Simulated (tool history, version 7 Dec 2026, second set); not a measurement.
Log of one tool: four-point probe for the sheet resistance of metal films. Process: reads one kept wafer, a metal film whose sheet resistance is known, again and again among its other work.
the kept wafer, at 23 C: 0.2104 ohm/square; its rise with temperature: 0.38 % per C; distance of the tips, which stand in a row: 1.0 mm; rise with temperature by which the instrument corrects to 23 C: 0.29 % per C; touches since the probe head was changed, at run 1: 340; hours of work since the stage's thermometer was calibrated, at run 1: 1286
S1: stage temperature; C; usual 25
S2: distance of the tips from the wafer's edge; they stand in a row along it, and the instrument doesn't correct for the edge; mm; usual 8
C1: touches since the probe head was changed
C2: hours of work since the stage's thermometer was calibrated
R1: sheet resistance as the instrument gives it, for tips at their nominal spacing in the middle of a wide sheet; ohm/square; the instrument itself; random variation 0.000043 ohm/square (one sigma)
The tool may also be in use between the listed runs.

run	day	S1	S2	C1	C2	R1
1	0	25	8	340	1286	0.211807
2	3.346	22	8	1700	1326	0.211149
3	6.096	22	8	2819	1359	0.211163
4	8.429	25	8	3769	1387	0.211724
5	11.525	25	8	5027	1424	0.211674
6	14.112	22	8	6081	1456	0.211101
7	15.708	20	8	6729	1475	0.210707
8	19.2	25	73	8150	1517	0.209853
9	21.996	25	73	9287	1550	0.209853
10	25.438	25	8	10687	1592	0.211544
11	27.704	20	8	11608	1619	0.210614
12	29.879	20	8	12492	1645	0.210676
13	31.721	20	8	13242	1667	0.210593
14	33.354	25	8	13907	1687	0.211531
15	36.1	25	8	15023	1720	0.21153
16	38.096	25	8	15835	1744	0.21149
17	41.233	25	8	17111	1781	0.211549
18	43.842	21	8	18172	1813	0.210661
19	47.258	21	8	19562	1854	0.210632
20	50.3	25	8	20799	1890	0.211391
# day 50.671: stage's thermometer calibrated
21	53.125	25	8	21940	30	0.211223
22	56.083	25	17	23143	65	0.2098
23	58.304	21	23	24047	92	0.208943
24	60.546	30	11	24958	119	0.211307
25	63.8	26	4	26282	158	0.216456
26	66.629	26	6	27432	192	0.212631
27	68.529	30	10	28205	214	0.211314
# day 70.088: stage's thermometer calibrated, once more
28	71.633	24	19	29458	19	0.209994
29	73.662	30	8	30285	43	0.212517
30	76.846	32	48	31579	81	0.21117
31	80.442	29	4	33041	124	0.217389
32	84.15	35	20	34550	169	0.211854
33	87.512	31	6	35918	209	0.213898
34	89.792	25	9	36845	237	0.211076
35	92.808	33	27	38071	273	0.211306
36	95.638	31	27	39223	307	0.210898
37	98.983	31	27	40584	347	0.210893
38	102.029	24	8	41823	384	0.211312
39	105.5	24	8	43233	425	0.21119
40	107.133	19	26	43898	445	0.208628
41	109.371	18	33	44809	472	0.208439
42	111.592	29	22	45713	498	0.210566
43	113.167	29	17	46352	517	0.210648
44	114.846	29	17	47036	538	0.210596

The same runs without the tool's hidden state, with the same run-to-run variation:
The hidden state here: inner tips' distance over the nominal, %; tips' flats over new ones', %; wafer's true temperature over the reading, C; drift of the gauge itself on sheet_ohm, %.
run	R1
1	0.212575
2	0.211944
3	0.211978
4	0.212557
5	0.212529
6	0.211975
7	0.211594
8	0.210757
9	0.21078
10	0.212504
11	0.211593
12	0.211671
13	0.211601
14	0.212549
15	0.212568
16	0.212543
17	0.212625
18	0.211758
19	0.211755
20	0.212535
21	0.212484
22	0.211074
23	0.210235
24	0.212614
25	0.217824
26	0.213997
27	0.21268
28	0.210905
29	0.213453
30	0.212125
31	0.218396
32	0.212865
33	0.214944
34	0.212127
35	0.212379
36	0.211989
37	0.212008
38	0.212455
39	0.212357
40	0.209797
41	0.209624
42	0.211774
43	0.211868
44	0.211828
